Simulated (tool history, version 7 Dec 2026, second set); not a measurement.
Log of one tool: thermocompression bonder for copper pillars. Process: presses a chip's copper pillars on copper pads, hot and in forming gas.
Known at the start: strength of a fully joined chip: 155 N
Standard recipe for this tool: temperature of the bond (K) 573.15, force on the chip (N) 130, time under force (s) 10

run	day	temperature of the bond (K)	force on the chip (N)	time under force (s)	force that shears a chip off (N)
1	0.000	573.15	130	10	60.8
2	0.238	573.15	130	10	63.5
3	0.662	573.15	130	10	61.1
4	0.996	572.15	130	10	60.6
5	1.258	573.15	126	10	59.9
6	1.604	573.15	126	10	58.7
7	1.858	573.15	126	10	60.5
8	2.142	573.15	126	10	59.9
9	2.388	573.15	130	10	61.5
10	2.675	573.15	130	10	60.0
11	3.046	573.15	130	10	60.9
12	3.242	569.15	130	10	57.5
13	3.658	569.15	160	10	64.0
14	3.917	569.15	160	10	64.9
15	4.317	602.15	130	10	75.2
16	4.533	602.15	130	10	77.1
17	4.954	573.15	130	10	60.7
18	5.362	573.15	130	30	87.9
19	5.612	573.15	130	30	87.0
20	5.879	573.15	130	30	89.9
21	6.162	573.15	130	30	86.3
22	6.538	589.15	130	20	88.5
23	6.783	589.15	130	20	87.4
24	7.171	554.15	131	6	39.9
25	7.500	554.15	117	5	34.1
26	7.758	552.15	176	19	71.3
27	7.967	552.15	176	19	72.6
28	8.383	556.15	123	10	48.2
29	8.742	556.15	123	10	48.4
30	9.067	569.15	83	8	41.1
31	9.333	573.15	97	10	50.6
32	9.658	562.15	130	10	53.8
33	10.075	593.15	137	7	64.0
34	10.508	578.15	128	6	51.2
35	10.808	563.15	190	14	72.7
36	11.175	544.15	159	14	55.2
37	11.625	544.15	159	16	57.2
38	11.838	544.15	159	16	58.0
39	12.162	592.15	89	16	67.3
40	12.483	592.15	80	7	45.9
41	12.812	563.15	142	7	47.8

Some steps in force that shears a chip off (N), run to run, broken into two amounts with sign: the step expected even without the hidden condition (settings, incoming material, random variation), and the rest, left for the hidden condition together with whatever gauge scatter is not in both the measured and the hidden-condition-free result:
The tool's hidden condition here consists of: true temperature of the bond over the reading, C; force that reaches the chip, % of what is set; oxide that the forming gas leaves, % of the face; drift of the gauge itself on shear_n, %.
Run 17 -> 18: time under force (s) 10 -> 30. force that shears a chip off (N) +27.2: hidden state -2.1, all else +29.3.
Run 23 -> 24: temperature of the bond (K) 589.15 -> 554.15, force on the chip (N) 130 -> 131, time under force (s) 20 -> 6. force that shears a chip off (N) -47.5: hidden state +3.7, all else -51.2.
Run 25 -> 26: temperature of the bond (K) 554.15 -> 552.15, force on the chip (N) 117 -> 176, time under force (s) 5 -> 19. force that shears a chip off (N) +37.2: hidden state -4.3, all else +41.5.
Run 34 -> 35: temperature of the bond (K) 578.15 -> 563.15, force on the chip (N) 128 -> 190, time under force (s) 6 -> 14. force that shears a chip off (N) +21.5: hidden state -2.7, all else +24.2.

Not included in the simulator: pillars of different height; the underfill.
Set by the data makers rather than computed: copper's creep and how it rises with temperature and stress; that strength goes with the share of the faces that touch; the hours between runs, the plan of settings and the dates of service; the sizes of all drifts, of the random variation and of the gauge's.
